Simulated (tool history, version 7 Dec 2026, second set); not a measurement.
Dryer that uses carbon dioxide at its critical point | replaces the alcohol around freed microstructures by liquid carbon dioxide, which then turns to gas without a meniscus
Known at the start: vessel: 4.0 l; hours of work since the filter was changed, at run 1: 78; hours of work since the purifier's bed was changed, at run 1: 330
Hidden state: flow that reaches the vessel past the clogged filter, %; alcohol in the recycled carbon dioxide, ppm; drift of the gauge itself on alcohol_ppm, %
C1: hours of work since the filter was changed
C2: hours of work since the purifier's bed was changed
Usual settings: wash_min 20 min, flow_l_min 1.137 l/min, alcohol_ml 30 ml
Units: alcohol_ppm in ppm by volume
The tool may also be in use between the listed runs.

Run 1, hour 0.0: usual settings; C1 78; C2 330. Result: alcohol_ppm 170 ppm by volume.
Run 2, hour 7.5: usual settings; C1 83; C2 335. Result: alcohol_ppm 168 ppm by volume.
Run 3, hour 14.6: usual settings; C1 88; C2 339. Result: alcohol_ppm 178 ppm by volume.
Run 4, hour 23.6: usual settings but flow_l_min 1.620 l/min; C1 94; C2 346. Result: alcohol_ppm 111 ppm by volume.
Run 5, hour 40.2: usual settings but flow_l_min 1.780 l/min; C1 105; C2 357. Result: alcohol_ppm 112 ppm by volume.
Run 6, hour 56.5: usual settings; C1 116; C2 368. Result: alcohol_ppm 192 ppm by volume.
Run 7, hour 71.8: usual settings; C1 127; C2 378. Result: alcohol_ppm 197 ppm by volume.
Run 8, hour 78.6: usual settings; C1 131; C2 383. Result: alcohol_ppm 206 ppm by volume.
Run 9, hour 88.9: usual settings but wash_min 13 min; C1 139; C2 390. Result: alcohol_ppm 489 ppm by volume.
Run 10, hour 102.4: usual settings but wash_min 13 min, alcohol_ml 25 ml; C1 148; C2 399. Result: alcohol_ppm 459 ppm by volume.
Run 11, hour 116.6: usual settings but wash_min 13 min, alcohol_ml 25 ml; C1 157; C2 409. Result: alcohol_ppm 447 ppm by volume.
Run 12, hour 125.0: usual settings; C1 163; C2 415. Result: alcohol_ppm 205 ppm by volume.
Run 13, hour 139.4: usual settings; C1 173; C2 424. Result: alcohol_ppm 222 ppm by volume.
Run 14, hour 150.0: usual settings; C1 180; C2 432. Result: alcohol_ppm 204 ppm by volume.
Run 15, hour 163.6: usual settings; C1 189; C2 441. Result: alcohol_ppm 222 ppm by volume.
Run 16, hour 175.7: usual settings; C1 198; C2 449. Result: alcohol_ppm 223 ppm by volume.
Run 17, hour 186.5: usual settings; C1 205; C2 457. Result: alcohol_ppm 229 ppm by volume.
Run 18, hour 203.2: usual settings; C1 216; C2 468. Result: alcohol_ppm 225 ppm by volume.
Run 19, hour 215.1: usual settings but wash_min 25 min; C1 224; C2 476. Result: alcohol_ppm 183 ppm by volume.
Run 20, hour 231.4: usual settings but wash_min 25 min; C1 236; C2 487. Result: alcohol_ppm 182 ppm by volume.
Run 21, hour 239.1: usual settings but wash_min 14 min; C1 241; C2 492. Result: alcohol_ppm 509 ppm by volume.
Run 22, hour 251.0: usual settings but wash_min 14 min; C1 249; C2 501. Result: alcohol_ppm 487 ppm by volume.
At hour 264.2: inlet filter changed.
Run 23, hour 264.2: usual settings but wash_min 14 min, flow_l_min 1.260 l/min; C1 0; C2 509. Result: alcohol_ppm 340 ppm by volume.
Run 24, hour 280.9: usual settings; C1 11; C2 520. Result: alcohol_ppm 228 ppm by volume.
At hour 297.8: purifier's bed changed.
Run 25, hour 298.6: usual settings but flow_l_min 0.810 l/min, alcohol_ml 88 ml; C1 21; C2 1. Result: alcohol_ppm 754 ppm by volume.
Run 26, hour 309.3: usual settings but wash_min 26 min, flow_l_min 1.090 l/min, alcohol_ml 88 ml; C1 29; C2 8. Result: alcohol_ppm 68 ppm by volume.
Run 27, hour 325.8: usual settings but wash_min 26 min, flow_l_min 1.090 l/min, alcohol_ml 88 ml; C1 40; C2 19. Result: alcohol_ppm 77 ppm by volume.
Run 28, hour 337.0: usual settings but wash_min 25 min, flow_l_min 0.810 l/min, alcohol_ml 39 ml; C1 48; C2 27. Result: alcohol_ppm 158 ppm by volume.
Run 29, hour 353.8: usual settings but wash_min 26 min, flow_l_min 0.810 l/min, alcohol_ml 39 ml; C1 59; C2 38. Result: alcohol_ppm 138 ppm by volume.
Run 30, hour 361.3: usual settings but wash_min 18 min, flow_l_min 0.790 l/min, alcohol_ml 31 ml; C1 64; C2 43. Result: alcohol_ppm 437 ppm by volume.
Run 31, hour 377.7: usual settings but wash_min 17 min, flow_l_min 0.700 l/min, alcohol_ml 32 ml; C1 75; C2 54. Result: alcohol_ppm 729 ppm by volume.
Run 32, hour 384.5: usual settings but wash_min 17 min, flow_l_min 0.700 l/min, alcohol_ml 32 ml; C1 80; C2 59. Result: alcohol_ppm 709 ppm by volume.
Run 33, hour 393.4: usual settings but flow_l_min 0.890 l/min; C1 86; C2 65. Result: alcohol_ppm 221 ppm by volume.
Run 34, hour 404.2: usual settings but flow_l_min 0.890 l/min; C1 93; C2 73. Result: alcohol_ppm 219 ppm by volume.
Run 35, hour 420.9: usual settings but flow_l_min 0.890 l/min; C1 105; C2 84. Result: alcohol_ppm 231 ppm by volume.
Run 36, hour 428.4: usual settings but flow_l_min 1.480 l/min, alcohol_ml 27 ml; C1 110; C2 89. Result: alcohol_ppm 48 ppm by volume.
Run 37, hour 437.4: usual settings but wash_min 22 min, flow_l_min 0.990 l/min, alcohol_ml 67 ml; C1 116; C2 95. Result: alcohol_ppm 232 ppm by volume.
Run 38, hour 449.6: usual settings but wash_min 14 min, alcohol_ml 56 ml; C1 124; C2 103. Result: alcohol_ppm 576 ppm by volume.
Run 39, hour 456.6: usual settings but wash_min 17 min, flow_l_min 1.570 l/min, alcohol_ml 76 ml; C1 129; C2 108. Result: alcohol_ppm 132 ppm by volume.
Run 40, hour 473.3: usual settings but wash_min 17 min; C1 140; C2 120. Result: alcohol_ppm 184 ppm by volume.
Run 41, hour 487.0: usual settings but wash_min 30 min, flow_l_min 0.830 l/min, alcohol_ml 40 ml; C1 150; C2 129. Result: alcohol_ppm 103 ppm by volume.
Run 42, hour 493.8: usual settings but wash_min 25 min, flow_l_min 0.820 l/min, alcohol_ml 57 ml; C1 154; C2 133. Result: alcohol_ppm 258 ppm by volume.
Run 43, hour 500.7: usual settings but wash_min 25 min, flow_l_min 0.820 l/min, alcohol_ml 57 ml; C1 159; C2 138. Result: alcohol_ppm 290 ppm by volume.
Run 44, hour 516.1: usual settings but flow_l_min 1.260 l/min, alcohol_ml 89 ml; C1 170; C2 149. Result: alcohol_ppm 203 ppm by volume.
Run 45, hour 523.1: usual settings but flow_l_min 1.260 l/min, alcohol_ml 89 ml; C1 174; C2 153. Result: alcohol_ppm 194 ppm by volume.
Run 46, hour 530.2: usual settings but wash_min 13 min, flow_l_min 1.180 l/min, alcohol_ml 27 ml; C1 179; C2 158. Result: alcohol_ppm 377 ppm by volume.
Run 47, hour 539.5: usual settings but wash_min 18 min, flow_l_min 1.360 l/min; C1 185; C2 165. Result: alcohol_ppm 112 ppm by volume.

Forecast each of these 4 alternatives for the next run:
Run A, hour 553.3: usual settings but alcohol_ml 116 ml; C1 195; C2 174. Result: alcohol_ppm ?.
Run B, hour 553.3: usual settings but flow_l_min 1.240 l/min; C1 195; C2 174. Result: alcohol_ppm ?.
Run C, hour 553.3: usual settings but wash_min 12 min, flow_l_min 1.360 l/min; C1 195; C2 174. Result: alcohol_ppm ?.
Run D, hour 553.3: usual settings but wash_min 27 min, flow_l_min 1.300 l/min, alcohol_ml 87 ml; C1 195; C2 174. Result: alcohol_ppm ?.

run  alcohol_ppm
  A          377
  B          111
  C          369
  D           72
Without the tool's hidden state the same runs would have given:
run  alcohol_ppm
  A          240
  B           44
  C          257
  D           11
